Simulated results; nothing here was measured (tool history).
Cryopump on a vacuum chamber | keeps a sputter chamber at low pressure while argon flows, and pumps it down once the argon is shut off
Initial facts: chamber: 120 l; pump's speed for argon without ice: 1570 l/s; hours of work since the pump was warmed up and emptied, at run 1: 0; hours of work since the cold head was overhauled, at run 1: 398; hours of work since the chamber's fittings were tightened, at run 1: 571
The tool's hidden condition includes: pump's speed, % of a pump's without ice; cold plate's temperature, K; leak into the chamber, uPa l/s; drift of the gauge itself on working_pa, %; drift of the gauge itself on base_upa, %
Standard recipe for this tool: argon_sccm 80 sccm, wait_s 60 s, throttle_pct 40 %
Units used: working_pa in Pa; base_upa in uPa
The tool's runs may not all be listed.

| run | day | argon_sccm | wait_s | throttle_pct | hours of work since the pump was warmed up and emptied | hours of work since the cold head was overhauled | hours of work since the chamber's fittings were tightened | working_pa | base_upa |
|---|---|---|---|---|---|---|---|---|---|
| 1 | 0 | 80 | 60 | 40 | 0 | 398 | 571 | 0.2155 | 0.84 |
| 2 | 0.696 | 80 | 60 | 40 | 14 | 412 | 585 | 0.2161 | 0.85 |
| 3 | 1.246 | 80 | 60 | 40 | 25 | 423 | 596 | 0.217 | 0.84 |
| 4 | 1.692 | 80 | 60 | 16 | 34 | 432 | 605 | 0.5389 | 0.84 |
| 5 | 2.204 | 80 | 60 | 16 | 44 | 443 | 615 | 0.5414 | 0.84 |
| 6 | 2.842 | 80 | 60 | 22 | 57 | 455 | 628 | 0.3939 | 0.88 |
| 7 | 3.171 | 80 | 60 | 31 | 64 | 462 | 635 | 0.2852 | 0.88 |
| 8 | 3.483 | 80 | 60 | 57 | 70 | 468 | 641 | 0.1577 | 0.86 |
| 9 | 3.846 | 107 | 45 | 38 | 77 | 476 | 648 | 0.3145 | 1.03 |
| 10 | 4.567 | 107 | 45 | 38 | 92 | 490 | 663 | 0.3141 | 1.03 |
| 11 | 5.004 | 135 | 60 | 47 | 101 | 499 | 672 | 0.3253 | 0.88 |
| 12 | 5.312 | 135 | 60 | 47 | 107 | 505 | 678 | 0.3275 | 0.92 |
| 13 | 5.746 | 135 | 60 | 47 | 116 | 514 | 687 | 0.3263 | 0.91 |
| 14 | 6.342 | 135 | 60 | 50 | 128 | 526 | 699 | 0.3096 | 0.93 |

Each row is a separate what-if for the run after 14, all from the same tool condition, not one after another. Results?
| A | 6.771 | 80 | 22 | 27 | 136 | 535 | 707 | ? | ? |
| B | 6.771 | 68 | 110 | 50 | 136 | 535 | 707 | ? | ? |
| C | 6.771 | 93 | 60 | 38 | 136 | 535 | 707 | ? | ? |

| run | working_pa | base_upa |
|---|---|---|
| A | 0.3321 | 1.56 |
| B | 0.1572 | 0.76 |
| C | 0.2783 | 0.91 |
Without the tool's hidden state the same runs would have given:
| run | working_pa | base_upa |
|---|---|---|
| A | 0.3195 | 1.25 |
| B | 0.1465 | 0.43 |
| C | 0.2637 | 0.59 |

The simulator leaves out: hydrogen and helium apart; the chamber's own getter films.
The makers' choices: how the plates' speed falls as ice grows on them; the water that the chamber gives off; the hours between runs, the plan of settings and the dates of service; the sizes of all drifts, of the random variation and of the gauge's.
